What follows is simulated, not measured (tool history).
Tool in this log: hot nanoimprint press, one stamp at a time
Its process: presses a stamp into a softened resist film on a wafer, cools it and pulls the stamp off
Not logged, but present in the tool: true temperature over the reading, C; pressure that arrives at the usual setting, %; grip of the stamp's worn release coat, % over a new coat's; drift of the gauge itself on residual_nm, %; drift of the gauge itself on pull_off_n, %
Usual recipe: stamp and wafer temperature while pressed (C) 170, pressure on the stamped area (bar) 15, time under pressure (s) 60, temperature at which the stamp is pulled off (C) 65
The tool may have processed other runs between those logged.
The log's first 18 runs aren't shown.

run,hour,stamp and wafer temperature while pressed (C),pressure on the stamped area (bar),time under pressure (s),temperature at which the stamp is pulled off (C),hours of work since the thermocouple was calibrated,imprints on the stamp's release coat,hours of work since the press's seals were changed,resist left under the stamp's widest pad (Å),greatest force while the stamp is pulled off (N)
19,412.2,171,10.6,32,66,35,195,538,1921,200
20,440.3,170,16.4,60,64,47,285,550,1392,196
21,465.1,170,15,43,65,57,365,561,1625,196
22,494.1,174,20.9,66,63,70,458,573,1076,213
23,524.7,174,18.4,66,61,83,557,586,1163,208
24,550.6,170,15,114,65,94,640,597,1197,203
25,567.7,165,15,113,65,101,695,605,1369,209
# hour 581.4: stamp cleaned and given a new release coat
26,587.6,160,13.2,118,63,107,20,611,1627,204
27,609.6,160,13.2,118,63,117,91,620,1611,203
28,637.5,160,13.2,118,63,129,181,632,1625,204
29,654.4,162,18.9,77,68,136,235,639,1460,198
30,672.6,162,18.9,77,68,144,294,647,1467,192

Below are 3 alternative next runs, each starting from the tool's condition after run 30. Predict each:
A,700.5,167,18.9,34,60,156,383,659,?,?
B,700.5,170,15,39,65,156,383,659,?,?
C,700.5,170,15,38,65,156,383,659,?,?

run,resist left under the stamp's widest pad (Å),greatest force while the stamp is pulled off (N)
A,1605,211
B,1650,196
C,1636,201
Stripped of hidden state, with their random variation kept, the same runs would have yielded:
run,resist left under the stamp's widest pad (Å),greatest force while the stamp is pulled off (N)
A,1604,210
B,1649,194
C,1635,200
